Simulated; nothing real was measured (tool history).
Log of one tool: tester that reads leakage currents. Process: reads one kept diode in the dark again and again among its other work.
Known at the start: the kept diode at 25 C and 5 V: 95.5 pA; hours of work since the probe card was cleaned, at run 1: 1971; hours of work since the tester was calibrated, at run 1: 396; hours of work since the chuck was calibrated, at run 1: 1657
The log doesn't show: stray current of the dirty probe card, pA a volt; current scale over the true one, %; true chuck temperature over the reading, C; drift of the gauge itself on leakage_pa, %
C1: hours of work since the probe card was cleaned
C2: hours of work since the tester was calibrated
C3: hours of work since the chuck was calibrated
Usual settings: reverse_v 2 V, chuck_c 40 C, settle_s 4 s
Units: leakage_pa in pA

Run 1, hour 0: usual settings; C1 1971; C2 396; C3 1657. Result: leakage_pa 308.79 pA.
Run 2, hour 106.7: usual settings; C1 2042; C2 468; C3 1729. Result: leakage_pa 311.61 pA.
Run 3, hour 230.1: usual settings but reverse_v 3.76 V; C1 2125; C2 550; C3 1811. Result: leakage_pa 383.66 pA.
Run 4, hour 332.5: usual settings; C1 2193; C2 618; C3 1879. Result: leakage_pa 314.69 pA.
Run 5, hour 441.9: usual settings but chuck_c 30 C; C1 2266; C2 691; C3 1952. Result: leakage_pa 132.35 pA.
At hour 456.8: chuck's temperature calibrated.
Run 6, hour 526.6: usual settings but chuck_c 30 C; C1 2321; C2 746; C3 47. Result: leakage_pa 114.3 pA.
Run 7, hour 608.5: usual settings but chuck_c 30 C; C1 2376; C2 801; C3 101. Result: leakage_pa 114.87 pA.
Run 8, hour 733.4: usual settings but chuck_c 30 C; C1 2459; C2 884; C3 185. Result: leakage_pa 115.63 pA.
Run 9, hour 842.1: usual settings but settle_s 8.54 s; C1 2532; C2 957; C3 257. Result: leakage_pa 280.11 pA.
Run 10, hour 958.5: usual settings but chuck_c 42 C, settle_s 8.54 s; C1 2609; C2 1035; C3 335. Result: leakage_pa 331.56 pA.
Run 11, hour 1025.6: usual settings but settle_s 1.39 s; C1 2654; C2 1079; C3 380. Result: leakage_pa 283.43 pA.
Run 12, hour 1136.7: usual settings; C1 2728; C2 1154; C3 454. Result: leakage_pa 281.35 pA.
Run 13, hour 1247: usual settings; C1 2802; C2 1227; C3 527. Result: leakage_pa 283.46 pA.
Run 14, hour 1338: usual settings; C1 2863; C2 1288; C3 588. Result: leakage_pa 288.39 pA.
Run 15, hour 1405.9: usual settings; C1 2908; C2 1333; C3 633. Result: leakage_pa 288.01 pA.
Run 16, hour 1525.9: usual settings but reverse_v 18.84 V, chuck_c 58 C, settle_s 0.48 s; C1 2988; C2 1413; C3 713. Result: leakage_pa 2573.15 pA.
Run 17, hour 1592.3: usual settings but chuck_c 34 C, settle_s 0.48 s; C1 3032; C2 1458; C3 758. Result: leakage_pa 174.79 pA.
Run 18, hour 1643.8: usual settings but reverse_v 5.18 V, chuck_c 38 C, settle_s 1.11 s; C1 3067; C2 1492; C3 792. Result: leakage_pa 337.47 pA.
Run 19, hour 1755.2: usual settings but reverse_v 5.18 V, chuck_c 38 C, settle_s 1.11 s; C1 3141; C2 1566; C3 867. Result: leakage_pa 340.34 pA.
Run 20, hour 1873.5: usual settings but reverse_v 1.56 V, chuck_c 26 C, settle_s 5.15 s; C1 3220; C2 1645; C3 945. Result: leakage_pa 78.95 pA.
Run 21, hour 1977: usual settings but chuck_c 29 C, settle_s 2.79 s; C1 3289; C2 1714; C3 1015. Result: leakage_pa 112.62 pA.
Run 22, hour 2067.2: usual settings but chuck_c 31 C; C1 3349; C2 1775; C3 1075. Result: leakage_pa 136.58 pA.
Run 23, hour 2188.9: usual settings but reverse_v 1.43 V, chuck_c 35 C, settle_s 0.74 s; C1 3431; C2 1856; C3 1156. Result: leakage_pa 174.44 pA.
Run 24, hour 2297.8: usual settings but reverse_v 1.43 V, chuck_c 35 C, settle_s 0.74 s; C1 3503; C2 1928; C3 1229. Result: leakage_pa 175.82 pA.

The same runs without the tool's hidden state, with the same run-to-run variation:
run  leakage_pa
  1      270.92
  2       271.9
  3      332.37
  4      271.64
  5      112.15
  6      112.15
  7      112.23
  8      112.16
  9      271.82
 10      320.11
 11      272.61
 12      269.08
 13      269.54
 14      272.96
 15      271.66
 16     2430.53
 17      162.75
 18      313.28
 19      314.27
 20       71.77
 21      102.13
 22      123.58
 23       157.8
 24      158.16
